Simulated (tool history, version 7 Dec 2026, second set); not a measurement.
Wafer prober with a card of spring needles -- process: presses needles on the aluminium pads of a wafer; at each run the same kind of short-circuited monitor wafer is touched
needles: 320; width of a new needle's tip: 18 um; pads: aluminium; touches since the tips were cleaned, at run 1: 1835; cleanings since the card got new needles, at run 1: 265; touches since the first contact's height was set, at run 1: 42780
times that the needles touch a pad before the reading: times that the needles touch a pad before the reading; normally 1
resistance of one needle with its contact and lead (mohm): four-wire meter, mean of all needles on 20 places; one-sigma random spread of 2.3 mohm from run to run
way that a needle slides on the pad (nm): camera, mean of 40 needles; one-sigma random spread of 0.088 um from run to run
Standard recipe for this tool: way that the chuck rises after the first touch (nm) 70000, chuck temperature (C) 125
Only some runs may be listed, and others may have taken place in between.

run	hour	way that the chuck rises after the first touch (nm)	chuck temperature (C)	times that the needles touch a pad before the reading	touches since the tips were cleaned	cleanings since the card got new needles	touches since the first contact's height was set	resistance of one needle with its contact and lead (mohm)	way that a needle slides on the pad (nm)
1	0.0	70000	125	1	1835	265	42780	437	14860
# hour 1.3: tips cleaned on abrasive film
# hour 7.4: tips cleaned on abrasive film
# hour 12.3: tips cleaned on abrasive film
# hour 17.2: tips cleaned on abrasive film
# hour 23.4: tips cleaned on abrasive film
# hour 28.3: tips cleaned on abrasive film
# hour 33.2: tips cleaned on abrasive film
# hour 39.3: tips cleaned on abrasive film
# hour 45.4: tips cleaned on abrasive film
2	47.1	70000	125	1	824	274	65564	369	14680
# hour 50.8: tips cleaned on abrasive film
# hour 55.7: tips cleaned on abrasive film
# hour 61.8: tips cleaned on abrasive film
# hour 67.9: tips cleaned on abrasive film
# hour 74.0: tips cleaned on abrasive film
# hour 78.9: tips cleaned on abrasive film
# hour 85.1: tips cleaned on abrasive film
# hour 90.0: tips cleaned on abrasive film
# hour 94.9: tips cleaned on abrasive film
3	97.1	65000	125	1	1123	283	89832	415	13460
# hour 100.9: tips cleaned on abrasive film
# hour 107.0: tips cleaned on abrasive film
# hour 113.1: tips cleaned on abrasive film
# hour 118.0: tips cleaned on abrasive film
# hour 124.1: tips cleaned on abrasive film
# hour 130.2: tips cleaned on abrasive film
4	131.8	65000	125	1	764	289	106618	391	13410
# hour 135.5: tips cleaned on abrasive film
# hour 140.4: tips cleaned on abrasive film
# hour 143.1: height of the first contact set anew
# hour 145.6: tips cleaned on abrasive film
# hour 150.5: tips cleaned on abrasive film
# hour 156.6: tips cleaned on abrasive film
# hour 161.5: tips cleaned on abrasive film
# hour 166.4: tips cleaned on abrasive film
5	168.3	65000	125	1	912	296	12187	376	13870
# hour 172.0: tips cleaned on abrasive film
# hour 178.1: tips cleaned on abrasive film
# hour 183.0: tips cleaned on abrasive film
# hour 189.1: tips cleaned on abrasive film
# hour 194.0: tips cleaned on abrasive film
# hour 200.2: tips cleaned on abrasive film
# hour 206.3: tips cleaned on abrasive film
# hour 211.2: tips cleaned on abrasive film
# hour 216.1: tips cleaned on abrasive film
6	217.8	65000	125	1	868	305	36199	382	13740
# hour 221.6: tips cleaned on abrasive film
# hour 226.5: tips cleaned on abrasive film
# hour 231.4: tips cleaned on abrasive film
# hour 237.5: tips cleaned on abrasive film
# hour 242.4: tips cleaned on abrasive film
# hour 247.3: tips cleaned on abrasive film
# hour 253.4: tips cleaned on abrasive film
7	253.4	70000	125	1	0	312	53402	278	14660
# hour 259.5: tips cleaned on abrasive film
# hour 265.6: tips cleaned on abrasive film
# hour 271.7: tips cleaned on abrasive film
# hour 277.9: tips cleaned on abrasive film
# hour 282.8: tips cleaned on abrasive film
8	285.6	70000	125	1	1374	317	69018	426	14770
# hour 288.1: tips cleaned on abrasive film
# hour 293.0: tips cleaned on abrasive film
# hour 297.9: tips cleaned on abrasive film
# hour 304.0: tips cleaned on abrasive film
# hour 310.1: tips cleaned on abrasive film
# hour 316.2: tips cleaned on abrasive film
# hour 321.1: tips cleaned on abrasive film
9	322.1	70000	125	1	491	324	86719	335	14550
# hour 327.0: tips cleaned on abrasive film
# hour 333.1: tips cleaned on abrasive film
# hour 339.3: tips cleaned on abrasive film
# hour 344.4: tips cleaned on abrasive film
10	344.4	70000	125	1	0	328	97532	300	14570
# hour 350.5: tips cleaned on abrasive film
# hour 355.5: tips cleaned on abrasive film
# hour 361.6: tips cleaned on abrasive film
# hour 366.5: tips cleaned on abrasive film
# hour 372.6: tips cleaned on abrasive film
# hour 374.1: height of the first contact set anew
# hour 379.0: tips cleaned on abrasive film
# hour 385.1: tips cleaned on abrasive film
# hour 390.0: tips cleaned on abrasive film
# hour 395.5: tips cleaned on abrasive film
11	395.5	70000	125	1	0	337	10381	287	15200
# hour 401.6: tips cleaned on abrasive film
# hour 407.8: tips cleaned on abrasive film
# hour 413.9: tips cleaned on abrasive film
# hour 419.2: tips cleaned on abrasive film
12	419.2	70000	125	1	0	341	21883	288	15080
# hour 425.4: tips cleaned on abrasive film
# hour 430.3: tips cleaned on abrasive film
# hour 435.2: tips cleaned on abrasive film
# hour 440.1: tips cleaned on abrasive film
# hour 446.2: tips cleaned on abrasive film
# hour 451.1: tips cleaned on abrasive film
# hour 457.2: tips cleaned on abrasive film
13	461.0	72000	74	1	1881	348	42158	470	15310
# hour 462.3: tips cleaned on abrasive film
# hour 467.2: tips cleaned on abrasive film
# hour 473.4: tips cleaned on abrasive film
# hour 478.3: tips cleaned on abrasive film
# hour 483.2: tips cleaned on abrasive film
# hour 488.1: tips cleaned on abrasive film
14	491.6	90000	40	1	1752	354	56966	382	19090
# hour 494.1: tips cleaned on abrasive film
# hour 499.1: tips cleaned on abrasive film
# hour 504.0: tips cleaned on abrasive film
# hour 510.1: tips cleaned on abrasive film
# hour 515.0: tips cleaned on abrasive film
15	519.3	90000	40	1	2128	359	70370	404	18860
# hour 520.6: tips cleaned on abrasive film
# hour 526.7: tips cleaned on abrasive film
# hour 531.6: tips cleaned on abrasive film
# hour 543.6: card fitted with new needles
# hour 549.7: tips cleaned on abrasive film
# hour 555.9: tips cleaned on abrasive film
# hour 562.0: tips cleaned on abrasive film
# hour 566.9: tips cleaned on abrasive film
# hour 573.0: tips cleaned on abrasive film
16	575.6	90000	40	1	1284	5	15526	286	19350
# hour 578.1: tips cleaned on abrasive film
# hour 583.0: tips cleaned on abrasive film
# hour 589.1: tips cleaned on abrasive film
# hour 595.2: tips cleaned on abrasive film
# hour 601.3: tips cleaned on abrasive film
# hour 606.3: tips cleaned on abrasive film
# hour 611.2: tips cleaned on abrasive film
17	611.3	90000	40	1	62	12	32800	246	19390
# hour 616.2: tips cleaned on abrasive film
# hour 621.1: tips cleaned on abrasive film
# hour 627.2: tips cleaned on abrasive film
# hour 633.3: tips cleaned on abrasive film
# hour 639.5: tips cleaned on abrasive film
# hour 644.4: tips cleaned on abrasive film
# hour 649.3: tips cleaned on abrasive film
18	650.8	90000	42	2	758	19	51954	258	19300
# hour 654.5: tips cleaned on abrasive film
# hour 659.4: tips cleaned on abrasive film
# hour 665.5: tips cleaned on abrasive film
# hour 670.5: tips cleaned on abrasive film
# hour 675.4: tips cleaned on abrasive film
19	676.2	68000	98	1	391	24	64215	288	14300
# hour 681.1: tips cleaned on abrasive film
# hour 686.0: tips cleaned on abrasive film
# hour 692.1: tips cleaned on abrasive film
# hour 697.0: tips cleaned on abrasive film
# hour 703.1: tips cleaned on abrasive film
# hour 708.0: tips cleaned on abrasive film
20	711.7	85000	98	1	1800	30	81444	328	17850
# hour 713.0: tips cleaned on abrasive film
# hour 719.1: tips cleaned on abrasive film
# hour 724.0: tips cleaned on abrasive film
# hour 728.9: tips cleaned on abrasive film
# hour 735.1: tips cleaned on abrasive film
21	735.2	85000	125	2	51	35	92785	261	17870

What if the next run were any one of these 3? Each begins from the tool's condition after run 21:
# hour 740.1: tips cleaned on abrasive film
# hour 745.0: tips cleaned on abrasive film
# hour 749.9: tips cleaned on abrasive film
# hour 756.0: tips cleaned on abrasive film
# hour 762.1: tips cleaned on abrasive film
# hour 768.2: tips cleaned on abrasive film
A	772.9	70000	55	1	2296	41	111101	?	?
# hour 740.1: tips cleaned on abrasive film
# hour 745.0: tips cleaned on abrasive film
# hour 749.9: tips cleaned on abrasive film
# hour 756.0: tips cleaned on abrasive film
# hour 762.1: tips cleaned on abrasive film
# hour 768.2: tips cleaned on abrasive film
B	772.9	55000	89	1	2296	41	111101	?	?
# hour 740.1: tips cleaned on abrasive film
# hour 745.0: tips cleaned on abrasive film
# hour 749.9: tips cleaned on abrasive film
# hour 756.0: tips cleaned on abrasive film
# hour 762.1: tips cleaned on abrasive film
# hour 768.2: tips cleaned on abrasive film
C	772.9	70000	31	3	2296	41	111101	?	?

run	resistance of one needle with its contact and lead (mohm)	way that a needle slides on the pad (nm)
A	382	14460
B	460	11240
C	285	14470
With no hidden state in the tool, these same runs would have given:
run	resistance of one needle with its contact and lead (mohm)	way that a needle slides on the pad (nm)
A	242	15170
B	252	11950
C	232	15180

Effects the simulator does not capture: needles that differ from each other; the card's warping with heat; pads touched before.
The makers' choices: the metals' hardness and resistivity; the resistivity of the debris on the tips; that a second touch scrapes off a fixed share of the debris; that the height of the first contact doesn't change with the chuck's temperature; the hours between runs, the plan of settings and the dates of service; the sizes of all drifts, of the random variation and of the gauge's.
